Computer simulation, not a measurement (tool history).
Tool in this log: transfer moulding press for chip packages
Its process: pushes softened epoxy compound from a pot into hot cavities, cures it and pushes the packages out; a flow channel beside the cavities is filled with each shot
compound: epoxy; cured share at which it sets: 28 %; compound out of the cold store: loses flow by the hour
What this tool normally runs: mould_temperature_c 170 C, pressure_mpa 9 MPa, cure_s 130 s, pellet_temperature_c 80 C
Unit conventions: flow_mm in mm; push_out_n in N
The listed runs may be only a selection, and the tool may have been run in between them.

run   hour  mould_temperature_c  pressure_mpa  cure_s  pellet_temperature_c  incoming compound's hours out of the cold store  flow_mm  push_out_n
  1      0                  170             9     130                    80                                               22      812         591
        16  -- plunger's sealing rings changed
  2   47.2                  170             9     130                    70                                             43.9      717         592
        75  -- cavities cleaned with cleaning compound and waxed
  3   88.8                  170             9     130                    80                                             29.6      799         468
  4  137.6                  170             9     130                    80                                             26.5      814         541
  5  166.9                  170             9     130                    80                                              9.8      918         580
  6  205.8                  170             9     130                    80                                             45.3      703         567
     246.9  -- cavities cleaned with cleaning compound and waxed
  7  247.2                  170          8.29     130                    84                                             44.4      687         407

Predict the results of run 8:
  8  270.9                  170             9     163                    80                                             10.5        ?           ?

flow_mm: 899 mm
push_out_n: 442 N
Without the tool's hidden state the same run would have given flow_mm 921 mm, push_out_n 388 N.

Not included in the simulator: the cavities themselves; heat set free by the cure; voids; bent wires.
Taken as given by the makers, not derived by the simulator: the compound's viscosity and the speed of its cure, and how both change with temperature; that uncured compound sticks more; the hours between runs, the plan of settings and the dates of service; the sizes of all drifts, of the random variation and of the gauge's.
